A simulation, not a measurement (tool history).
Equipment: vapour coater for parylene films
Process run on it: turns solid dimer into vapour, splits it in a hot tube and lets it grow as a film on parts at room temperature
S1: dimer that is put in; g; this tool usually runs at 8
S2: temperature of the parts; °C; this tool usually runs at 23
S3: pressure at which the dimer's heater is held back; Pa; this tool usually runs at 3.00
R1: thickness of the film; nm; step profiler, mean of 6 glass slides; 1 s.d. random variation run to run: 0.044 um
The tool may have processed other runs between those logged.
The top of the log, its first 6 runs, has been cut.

| run | day | S1 | S2 | S3 | R1 |
|---|---|---|---|---|---|
| 7 | 5.058 | 8 | 23 | 7.23 | 3880 |
| 8 | 6.112 | 8 | 23 | 3.00 | 4420 |
| 9 | 6.612 | 8 | 23 | 10.25 | 3700 |
| 10 | 7.296 | 8 | 22 | 10.25 | 3830 |
| 11 | 7.846 | 8 | 22 | 10.25 | 3860 |
| 12 | 8.783 | 8 | 22 | 10.25 | 3850 |
| 13 | 9.267 | 8 | 23 | 3.00 | 4310 |
| 14 | 10.017 | 8 | 23 | 3.00 | 4290 |
| 15 | 11.012 | 8 | 23 | 3.00 | 4360 |
| 16 | 11.908 | 8 | 23 | 3.00 | 4270 |
| 17 | 12.842 | 8 | 23 | 3.00 | 4260 |
| 18 | 13.762 | 8 | 23 | 3.00 | 4280 |
|  | 14.204 | trap's valve overhauled |
| 19 | 14.833 | 13 | 23 | 3.00 | 7470 |
| 20 | 15.342 | 6 | 22 | 3.17 | 3620 |
| 21 | 16.300 | 6 | 22 | 3.17 | 3570 |
| 22 | 16.758 | 7 | 17 | 3.43 | 5060 |

The next listed run, before its measurement:
| 23 | 17.458 | 7 | 17 | 3.43 | ? |

{"run 23": {"R1": 5110}}
Were there no unlogged condition in the tool, this run, its random variation unchanged, would have produced R1 5260 nm.
